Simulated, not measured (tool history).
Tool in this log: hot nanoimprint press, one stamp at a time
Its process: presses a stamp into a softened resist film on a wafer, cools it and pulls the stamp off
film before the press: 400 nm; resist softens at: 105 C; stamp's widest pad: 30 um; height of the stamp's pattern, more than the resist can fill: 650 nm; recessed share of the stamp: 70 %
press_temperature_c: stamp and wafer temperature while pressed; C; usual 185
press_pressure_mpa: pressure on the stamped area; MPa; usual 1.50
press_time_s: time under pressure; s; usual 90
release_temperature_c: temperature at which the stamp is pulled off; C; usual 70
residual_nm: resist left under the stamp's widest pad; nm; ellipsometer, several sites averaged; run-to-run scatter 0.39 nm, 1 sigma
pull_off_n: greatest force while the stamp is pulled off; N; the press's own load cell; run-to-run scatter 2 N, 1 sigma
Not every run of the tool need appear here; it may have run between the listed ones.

run,hour,press_temperature_c,press_pressure_mpa,press_time_s,release_temperature_c,residual_nm,pull_off_n
1,0.0,185,1.50,90,70,198.6,137
# hour 21.5: stamp cleaned and given a new release coat
2,22.8,185,1.50,90,70,197.3,134
3,33.2,185,1.50,90,70,197.9,133
4,48.4,195,1.50,90,70,159.9,135
5,60.0,185,1.50,90,70,198.6,136
6,77.5,185,1.50,90,70,199.1,134
7,86.3,185,1.50,90,70,199.9,134
8,102.2,185,1.50,179,70,156.8,132
9,113.1,185,1.50,90,70,200.1,132
10,128.4,185,1.50,90,70,200.3,136
11,143.6,185,1.50,90,70,200.9,132
12,159.3,185,1.50,90,70,201.1,135
13,177.6,185,1.50,90,70,201.6,133
# hour 194.5: gauge calibrated
14,196.5,193,1.50,90,70,166.2,137
15,213.4,193,1.50,90,70,166.7,134
16,227.1,193,1.50,97,70,162.3,133
17,243.8,193,1.93,97,75,142.2,127
18,257.0,193,1.93,97,75,143.2,130
19,276.7,186,1.50,90,70,195.6,136
20,297.5,178,2.35,90,77,189.8,129

Run 21, settings as shown, results not yet in. Your forecast:
21,312.9,185,0.93,90,72,?,?

Run 21 came out at residual_nm 247.9 nm, pull_off_n 133 N.
With no hidden state in the tool, this same run would have given residual_nm 244.3 nm, pull_off_n 133 N.
